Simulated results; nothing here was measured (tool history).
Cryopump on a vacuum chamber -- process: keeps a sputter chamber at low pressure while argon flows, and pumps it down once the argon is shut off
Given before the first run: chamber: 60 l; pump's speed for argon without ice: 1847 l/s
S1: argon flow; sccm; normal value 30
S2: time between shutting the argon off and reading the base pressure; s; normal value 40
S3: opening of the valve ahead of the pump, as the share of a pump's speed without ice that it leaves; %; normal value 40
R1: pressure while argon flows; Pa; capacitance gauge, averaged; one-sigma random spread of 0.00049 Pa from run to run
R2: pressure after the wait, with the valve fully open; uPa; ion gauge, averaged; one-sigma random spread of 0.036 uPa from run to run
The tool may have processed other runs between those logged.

| run | hour | S1 | S2 | S3 | R1 | R2 |
|---|---|---|---|---|---|---|
| 1 | 0.0 | 30 | 40 | 40 | 0.0739 | 2.27 |
| 2 | 112.2 | 30 | 40 | 40 | 0.0751 | 2.45 |
| 3 | 182.7 | 30 | 40 | 40 | 0.0756 | 2.44 |
| 4 | 246.9 | 30 | 40 | 40 | 0.0758 | 2.58 |
| 5 | 349.5 | 30 | 40 | 40 | 0.0766 | 2.64 |
| 6 | 437.7 | 27 | 40 | 40 | 0.0701 | 2.70 |
|  | 482.7 | pump warmed up, emptied and cooled again |
| 7 | 518.1 | 54 | 40 | 40 | 0.1253 | 2.56 |
| 8 | 596.2 | 17 | 40 | 40 | 0.0397 | 2.69 |
| 9 | 702.3 | 30 | 40 | 20 | 0.1398 | 2.69 |
| 10 | 815.1 | 30 | 40 | 20 | 0.1395 | 2.71 |
| 11 | 866.4 | 30 | 40 | 58 | 0.0508 | 2.92 |
| 12 | 963.9 | 19 | 40 | 39 | 0.0465 | 3.03 |
| 13 | 1076.5 | 19 | 48 | 39 | 0.0471 | 2.79 |
| 14 | 1126.8 | 30 | 40 | 53 | 0.0556 | 2.95 |
| 15 | 1217.2 | 30 | 40 | 53 | 0.0568 | 3.08 |
| 16 | 1314.7 | 28 | 148 | 40 | 0.0689 | 1.82 |
| 17 | 1398.9 | 18 | 175 | 31 | 0.0568 | 1.92 |
| 18 | 1493.0 | 14 | 177 | 36 | 0.0389 | 2.08 |
| 19 | 1600.2 | 14 | 177 | 36 | 0.0390 | 2.09 |
| 20 | 1669.0 | 14 | 177 | 36 | 0.0399 | 2.26 |
| 21 | 1724.9 | 14 | 177 | 36 | 0.0393 | 2.26 |
| 22 | 1829.6 | 16 | 231 | 41 | 0.0401 | 2.33 |

Consider 3 possible next runs. They are alternatives, not a sequence: every one starts from the tool as it was left by run 22. What does each give?
| A | 1908.5 | 12 | 32 | 41 | ? | ? |
| B | 1908.5 | 18 | 34 | 21 | ? | ? |
| C | 1908.5 | 16 | 231 | 16 | ? | ? |

| run | R1 | R2 |
|---|---|---|
| A | 0.0312 | 4.53 |
| B | 0.0844 | 4.27 |
| C | 0.0972 | 2.32 |
With no hidden state in the tool, these same runs would have given:
| run | R1 | R2 |
|---|---|---|
| A | 0.0272 | 2.56 |
| B | 0.0783 | 2.35 |
| C | 0.0919 | 0.46 |
